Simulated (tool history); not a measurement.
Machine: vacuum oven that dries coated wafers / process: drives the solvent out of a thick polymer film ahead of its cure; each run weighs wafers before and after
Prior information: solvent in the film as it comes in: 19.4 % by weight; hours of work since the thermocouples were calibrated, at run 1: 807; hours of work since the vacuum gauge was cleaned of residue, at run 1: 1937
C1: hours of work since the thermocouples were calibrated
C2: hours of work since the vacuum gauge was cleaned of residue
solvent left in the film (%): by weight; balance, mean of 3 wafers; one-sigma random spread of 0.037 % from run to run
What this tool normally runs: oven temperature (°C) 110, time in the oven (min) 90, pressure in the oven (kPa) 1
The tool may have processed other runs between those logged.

Run 1, day 0: usual settings; C1 807; C2 1937. Result: solvent left in the film (%) 1.77.
Run 2, day 2.658: usual settings but pressure in the oven (kPa) 0.97; C1 842; C2 1972. Result: solvent left in the film (%) 1.73.
Run 3, day 4.871: usual settings but pressure in the oven (kPa) 0.97; C1 871; C2 2002. Result: solvent left in the film (%) 1.75.
Run 4, day 7.179: usual settings but pressure in the oven (kPa) 1.89; C1 902; C2 2033. Result: solvent left in the film (%) 1.91.
Run 5, day 9.396: usual settings but pressure in the oven (kPa) 1.89; C1 932; C2 2062. Result: solvent left in the film (%) 1.94.
Run 6, day 11.588: usual settings but pressure in the oven (kPa) 1.89; C1 961; C2 2091. Result: solvent left in the film (%) 2.04.
Run 7, day 14.633: usual settings but pressure in the oven (kPa) 1.89; C1 1001; C2 2132. Result: solvent left in the film (%) 1.9.
Run 8, day 16.596: usual settings but pressure in the oven (kPa) 1.89; C1 1027; C2 2158. Result: solvent left in the film (%) 1.97.
Run 9, day 18.738: usual settings but pressure in the oven (kPa) 1.89; C1 1056; C2 2186. Result: solvent left in the film (%) 1.96.
Run 10, day 20.792: usual settings but time in the oven (min) 93; C1 1083; C2 2214. Result: solvent left in the film (%) 1.75.
Run 11, day 24.288: usual settings but time in the oven (min) 93; C1 1130; C2 2260. Result: solvent left in the film (%) 1.64.
Run 12, day 27.071: usual settings but time in the oven (min) 93; C1 1167; C2 2297. Result: solvent left in the film (%) 1.62.
Run 13, day 28.767: usual settings but time in the oven (min) 55; C1 1189; C2 2320. Result: solvent left in the film (%) 4.02.
Run 14, day 31.888: usual settings but time in the oven (min) 55; C1 1231; C2 2361. Result: solvent left in the film (%) 4.05.
Run 15, day 35.475: usual settings but oven temperature (°C) 96, time in the oven (min) 104, pressure in the oven (kPa) 1.35; C1 1278; C2 2409. Result: solvent left in the film (%) 6.06.
Run 16, day 38.417: usual settings but oven temperature (°C) 116, time in the oven (min) 57, pressure in the oven (kPa) 1.2; C1 1317; C2 2448. Result: solvent left in the film (%) 2.01.
Run 17, day 41.096: usual settings but oven temperature (°C) 116, time in the oven (min) 57, pressure in the oven (kPa) 1.2; C1 1353; C2 2483. Result: solvent left in the film (%) 2.07.
Run 18, day 42.858: usual settings but oven temperature (°C) 112, time in the oven (min) 71, pressure in the oven (kPa) 1.21; C1 1376; C2 2507. Result: solvent left in the film (%) 2.19.
Run 19, day 46.004: usual settings but oven temperature (°C) 98, time in the oven (min) 114; C1 1418; C2 2549. Result: solvent left in the film (%) 4.64.
Run 20, day 48.55: usual settings but pressure in the oven (kPa) 0.6; C1 1452; C2 2583. Result: solvent left in the film (%) 1.68.
At day 48.8: oven's thermocouples calibrated.
Run 21, day 51.754: usual settings but pressure in the oven (kPa) 3.35; C1 39; C2 2624. Result: solvent left in the film (%) 2.33.
Run 22, day 54.412: usual settings but oven temperature (°C) 102, time in the oven (min) 80, pressure in the oven (kPa) 1.01; C1 75; C2 2659. Result: solvent left in the film (%) 4.94.
Run 23, day 56.412: usual settings but oven temperature (°C) 121, pressure in the oven (kPa) 0.76; C1 101; C2 2686. Result: solvent left in the film (%) 0.25.
Run 24, day 58.021: usual settings but time in the oven (min) 53; C1 123; C2 2707. Result: solvent left in the film (%) 4.23.
Run 25, day 60.117: usual settings but oven temperature (°C) 117; C1 150; C2 2735. Result: solvent left in the film (%) 0.58.
Run 26, day 63.296: usual settings but oven temperature (°C) 111, time in the oven (min) 81; C1 193; C2 2777. Result: solvent left in the film (%) 1.86.

Consider 5 possible next runs. They are alternatives, not a sequence: every one starts from the tool as it was left by run 26. What does each give?
Run A, day 65.633: usual settings but pressure in the oven (kPa) 1.31; C1 224; C2 2809. Result: solvent left in the film (%) ?.
Run B, day 65.633: usual settings but oven temperature (°C) 111, time in the oven (min) 96, pressure in the oven (kPa) 3.76; C1 224; C2 2809. Result: solvent left in the film (%) ?.
Run C, day 65.633: usual settings but oven temperature (°C) 121, time in the oven (min) 50, pressure in the oven (kPa) 2.54; C1 224; C2 2809. Result: solvent left in the film (%) ?.
Run D, day 65.633: usual settings but time in the oven (min) 147; C1 224; C2 2809. Result: solvent left in the film (%) ?.
Run E, day 65.633: usual settings but oven temperature (°C) 99, time in the oven (min) 81, pressure in the oven (kPa) 2.42; C1 224; C2 2809. Result: solvent left in the film (%) ?.

run  solvent left in the film (%)
  A                          1.83
  B                          2.03
  C                          1.56
  D                          0.65
  E                          6.53
Without the tool's unlogged condition, the same runs would have read:
run  solvent left in the film (%)
  A                          1.83
  B                          2.03
  C                          1.56
  D                          0.65
  E                          6.52
